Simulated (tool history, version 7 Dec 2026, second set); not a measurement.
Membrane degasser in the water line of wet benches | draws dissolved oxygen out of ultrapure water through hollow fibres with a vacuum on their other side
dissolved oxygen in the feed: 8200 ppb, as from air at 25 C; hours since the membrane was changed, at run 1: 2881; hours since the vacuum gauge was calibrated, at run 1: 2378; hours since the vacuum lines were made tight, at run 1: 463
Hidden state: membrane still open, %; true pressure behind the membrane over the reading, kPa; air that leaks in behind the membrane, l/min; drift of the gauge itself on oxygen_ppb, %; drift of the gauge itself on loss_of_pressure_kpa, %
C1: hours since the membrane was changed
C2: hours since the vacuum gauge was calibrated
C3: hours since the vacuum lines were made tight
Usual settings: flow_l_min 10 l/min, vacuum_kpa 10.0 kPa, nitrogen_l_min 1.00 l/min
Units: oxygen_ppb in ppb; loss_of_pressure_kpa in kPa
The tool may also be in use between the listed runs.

run 1 hour=0.0 | flow_l_min=10 vacuum_kpa=10.0 nitrogen_l_min=1.00 | C1=2881 C2=2378 C3=463 | oxygen_ppb=173.8 loss_of_pressure_kpa=45.61
run 2 hour=109.2 | flow_l_min=10 vacuum_kpa=10.0 nitrogen_l_min=1.00 | C1=2990 C2=2488 C3=573 | oxygen_ppb=176.4 loss_of_pressure_kpa=45.86
run 3 hour=203.9 | flow_l_min=10 vacuum_kpa=10.0 nitrogen_l_min=1.00 | C1=3085 C2=2582 C3=667 | oxygen_ppb=173.9 loss_of_pressure_kpa=46.05
run 4 hour=278.4 | flow_l_min=10 vacuum_kpa=10.0 nitrogen_l_min=1.00 | C1=3159 C2=2657 C3=742 | oxygen_ppb=175.6 loss_of_pressure_kpa=45.81
run 5 hour=365.5 | flow_l_min=10 vacuum_kpa=10.0 nitrogen_l_min=1.00 | C1=3247 C2=2744 C3=829 | oxygen_ppb=174.9 loss_of_pressure_kpa=45.76
run 6 hour=437.5 | flow_l_min=16 vacuum_kpa=10.0 nitrogen_l_min=1.00 | C1=3319 C2=2816 C3=901 | oxygen_ppb=289.6 loss_of_pressure_kpa=73.19
run 7 hour=497.6 | flow_l_min=16 vacuum_kpa=10.0 nitrogen_l_min=1.00 | C1=3379 C2=2876 C3=961 | oxygen_ppb=289.6 loss_of_pressure_kpa=73.25
run 8 hour=589.5 | flow_l_min=10 vacuum_kpa=10.0 nitrogen_l_min=1.00 | C1=3471 C2=2968 C3=1053 | oxygen_ppb=175.4 loss_of_pressure_kpa=46.03
run 9 hour=652.9 | flow_l_min=10 vacuum_kpa=10.0 nitrogen_l_min=1.00 | C1=3534 C2=3031 C3=1116 | oxygen_ppb=175.7 loss_of_pressure_kpa=45.45
run 10 hour=746.8 | flow_l_min=10 vacuum_kpa=10.0 nitrogen_l_min=1.17 | C1=3628 C2=3125 C3=1210 | oxygen_ppb=153.7 loss_of_pressure_kpa=45.73
run 11 hour=825.8 | flow_l_min=10 vacuum_kpa=10.0 nitrogen_l_min=1.17 | C1=3707 C2=3204 C3=1289 | oxygen_ppb=152.1 loss_of_pressure_kpa=46.00
run 12 hour=873.5 | flow_l_min=10 vacuum_kpa=21.9 nitrogen_l_min=1.00 | C1=3755 C2=3252 C3=1337 | oxygen_ppb=443.7 loss_of_pressure_kpa=45.52
run 13 hour=936.6 | flow_l_min=10 vacuum_kpa=21.9 nitrogen_l_min=1.00 | C1=3818 C2=3315 C3=1400 | oxygen_ppb=432.0 loss_of_pressure_kpa=46.01
run 14 hour=1002.0 | flow_l_min=8 vacuum_kpa=10.0 nitrogen_l_min=1.64 | C1=3883 C2=3381 C3=1465 | oxygen_ppb=90.1 loss_of_pressure_kpa=36.67
-- hour=1085.6 vacuum gauge calibrated
run 15 hour=1085.6 | flow_l_min=8 vacuum_kpa=10.0 nitrogen_l_min=1.64 | C1=3966 C2=0 C3=1549 | oxygen_ppb=88.2 loss_of_pressure_kpa=36.99
run 16 hour=1165.4 | flow_l_min=8 vacuum_kpa=10.0 nitrogen_l_min=1.64 | C1=4046 C2=80 C3=1628 | oxygen_ppb=87.8 loss_of_pressure_kpa=36.63
run 17 hour=1235.3 | flow_l_min=15 vacuum_kpa=10.0 nitrogen_l_min=0.62 | C1=4116 C2=150 C3=1698 | oxygen_ppb=384.1 loss_of_pressure_kpa=68.43
run 18 hour=1335.0 | flow_l_min=14 vacuum_kpa=15.2 nitrogen_l_min=0.62 | C1=4216 C2=249 C3=1798 | oxygen_ppb=592.0 loss_of_pressure_kpa=64.20
run 19 hour=1444.2 | flow_l_min=14 vacuum_kpa=15.2 nitrogen_l_min=0.62 | C1=4325 C2=359 C3=1907 | oxygen_ppb=591.4 loss_of_pressure_kpa=64.52
run 20 hour=1493.5 | flow_l_min=7 vacuum_kpa=15.2 nitrogen_l_min=0.62 | C1=4374 C2=408 C3=1956 | oxygen_ppb=318.8 loss_of_pressure_kpa=32.25
run 21 hour=1548.5 | flow_l_min=12 vacuum_kpa=14.2 nitrogen_l_min=1.33 | C1=4429 C2=463 C3=2011 | oxygen_ppb=255.9 loss_of_pressure_kpa=55.31
run 22 hour=1637.4 | flow_l_min=9 vacuum_kpa=12.6 nitrogen_l_min=0.41 | C1=4518 C2=552 C3=2100 | oxygen_ppb=452.1 loss_of_pressure_kpa=41.32
run 23 hour=1709.5 | flow_l_min=9 vacuum_kpa=12.6 nitrogen_l_min=0.41 | C1=4590 C2=624 C3=2172 | oxygen_ppb=452.9 loss_of_pressure_kpa=41.12
run 24 hour=1799.9 | flow_l_min=9 vacuum_kpa=11.3 nitrogen_l_min=1.00 | C1=4680 C2=714 C3=2263 | oxygen_ppb=183.3 loss_of_pressure_kpa=41.46
run 25 hour=1848.6 | flow_l_min=15 vacuum_kpa=7.3 nitrogen_l_min=2.42 | C1=4729 C2=763 C3=2312 | oxygen_ppb=99.5 loss_of_pressure_kpa=68.90

5 ways to go on from here, each from the tool as it stands after run 25. What would each give?
run A hour=1931.8 | flow_l_min=7 vacuum_kpa=10.9 nitrogen_l_min=1.59 | C1=4812 C2=846 C3=2395 | oxygen_ppb=? loss_of_pressure_kpa=?
run B hour=1931.8 | flow_l_min=8 vacuum_kpa=7.3 nitrogen_l_min=2.42 | C1=4812 C2=846 C3=2395 | oxygen_ppb=? loss_of_pressure_kpa=?
run C hour=1931.8 | flow_l_min=13 vacuum_kpa=10.0 nitrogen_l_min=0.61 | C1=4812 C2=846 C3=2395 | oxygen_ppb=? loss_of_pressure_kpa=?
run D hour=1931.8 | flow_l_min=13 vacuum_kpa=10.5 nitrogen_l_min=1.00 | C1=4812 C2=846 C3=2395 | oxygen_ppb=? loss_of_pressure_kpa=?
run E hour=1931.8 | flow_l_min=8 vacuum_kpa=7.3 nitrogen_l_min=2.42 | C1=4812 C2=846 C3=2395 | oxygen_ppb=? loss_of_pressure_kpa=?

run=A oxygen_ppb=88.7 loss_of_pressure_kpa=32.31
run=B oxygen_ppb=40.9 loss_of_pressure_kpa=36.78
run=C oxygen_ppb=339.1 loss_of_pressure_kpa=60.40
run=D oxygen_ppb=244.0 loss_of_pressure_kpa=60.23
run=E oxygen_ppb=41.5 loss_of_pressure_kpa=37.25
Without the tool's hidden state the same runs would have given:
run=A oxygen_ppb=86.2 loss_of_pressure_kpa=31.39
run=B oxygen_ppb=38.7 loss_of_pressure_kpa=35.73
run=C oxygen_ppb=330.9 loss_of_pressure_kpa=58.69
run=D oxygen_ppb=236.9 loss_of_pressure_kpa=58.52
run=E oxygen_ppb=39.3 loss_of_pressure_kpa=36.19
